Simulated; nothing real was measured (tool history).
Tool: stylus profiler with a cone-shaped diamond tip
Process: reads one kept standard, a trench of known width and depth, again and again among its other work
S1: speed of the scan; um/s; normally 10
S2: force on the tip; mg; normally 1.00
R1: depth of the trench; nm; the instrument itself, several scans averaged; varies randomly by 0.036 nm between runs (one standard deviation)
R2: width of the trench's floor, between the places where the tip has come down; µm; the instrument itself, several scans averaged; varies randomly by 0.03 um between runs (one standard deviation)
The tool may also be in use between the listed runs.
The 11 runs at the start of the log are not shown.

-- hour=151.7 height scale calibrated on a step standard
run 12 hour=169.5 | S1=10 S2=1.00 | R1=503.22 R2=25.27
run 13 hour=178.4 | S1=10 S2=1.00 | R1=503.15 R2=25.33
run 14 hour=194.4 | S1=9 S2=1.00 | R1=503.18 R2=25.33
-- hour=204.3 height scale calibrated on a step standard, once more
run 15 hour=205.1 | S1=10 S2=1.00 | R1=503.11 R2=25.30
run 16 hour=219.7 | S1=10 S2=1.00 | R1=503.13 R2=25.21
run 17 hour=232.7 | S1=10 S2=1.00 | R1=503.13 R2=25.25
run 18 hour=240.9 | S1=10 S2=1.00 | R1=503.22 R2=25.28
run 19 hour=253.2 | S1=10 S2=1.00 | R1=503.22 R2=25.28
run 20 hour=267.0 | S1=10 S2=2.19 | R1=505.44 R2=25.27
run 21 hour=284.2 | S1=10 S2=2.19 | R1=505.38 R2=25.25
run 22 hour=296.7 | S1=33 S2=2.34 | R1=505.68 R2=25.12
run 23 hour=310.0 | S1=33 S2=2.34 | R1=505.57 R2=25.14
run 24 hour=328.9 | S1=3 S2=1.10 | R1=503.30 R2=25.25
run 25 hour=344.7 | S1=13 S2=0.43 | R1=501.67 R2=25.10
run 26 hour=359.1 | S1=18 S2=1.50 | R1=504.16 R2=25.10
run 27 hour=373.4 | S1=3 S2=1.73 | R1=504.52 R2=25.26

Run 28 is up next; what results do you expect?
run 28 hour=388.4 | S1=2 S2=1.15 | R1=? R2=?

{"run 28": {"R1": 503.41, "R2": 25.18}}
Minus the tool's unlogged condition, the same run would have read R1 503.61 nm, R2 25.58 µm.
